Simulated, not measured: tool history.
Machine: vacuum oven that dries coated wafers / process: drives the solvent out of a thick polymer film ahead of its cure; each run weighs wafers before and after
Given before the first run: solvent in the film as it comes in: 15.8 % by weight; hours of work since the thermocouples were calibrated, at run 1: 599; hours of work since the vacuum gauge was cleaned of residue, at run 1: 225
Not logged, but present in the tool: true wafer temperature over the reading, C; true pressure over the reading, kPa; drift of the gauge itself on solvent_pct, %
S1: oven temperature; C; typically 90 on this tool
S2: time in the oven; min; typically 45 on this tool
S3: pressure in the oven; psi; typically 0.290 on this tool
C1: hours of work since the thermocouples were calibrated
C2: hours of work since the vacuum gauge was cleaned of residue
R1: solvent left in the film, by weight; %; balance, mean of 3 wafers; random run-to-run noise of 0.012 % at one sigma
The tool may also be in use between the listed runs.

run   hour   S1  S2     S3    C1   C2     R1
  1    0.0   90  45  0.290   599  225   2.63
  2   51.8   90  45  0.290   640  266   2.62
  3  115.2   90  45  0.290   690  317   2.60
  4  145.7   90  45  0.290   714  341   2.60
  5  201.3   90  45  0.290   758  385   2.59
  6  266.9   90  45  0.290   810  436   2.58
  7  316.0   90  45  0.290   848  475   2.60
  8  363.0   90  45  0.290   886  512   2.59
  9  394.1   90  45  0.290   910  537   2.60
 10  464.6   91  26  0.206   966  593   3.72
 11  522.0   93  32  0.773  1011  638   4.75
 12  567.9  101  29  0.384  1048  674   1.71
 13  625.3   91  32  0.386  1093  720   3.72
 14  663.9   76  45  0.165  1123  750   6.65
 15  734.0   90  23  0.290  1179  806   4.85
 16  789.5   76  45  0.547  1223  849   8.81
 17  840.4   76  53  1.141  1263  890  11.87

A few steps of R1 between consecutive runs. Split each: what settings, incoming material and random variation would produce without the hidden state, and what is left over for the hidden state, along with gauge scatter present in only one of the two compared results (measured, and without hidden state):
Run 12 -> 13: S1 101 -> 91, S2 29 -> 32, S3 0.384 -> 0.386. R1 +2.01 %: hidden state -0.14, all else +2.15.
Run 15 -> 16: S1 90 -> 76, S2 23 -> 45, S3 0.290 -> 0.547. R1 +3.96 %: hidden state -0.01, all else +3.97.

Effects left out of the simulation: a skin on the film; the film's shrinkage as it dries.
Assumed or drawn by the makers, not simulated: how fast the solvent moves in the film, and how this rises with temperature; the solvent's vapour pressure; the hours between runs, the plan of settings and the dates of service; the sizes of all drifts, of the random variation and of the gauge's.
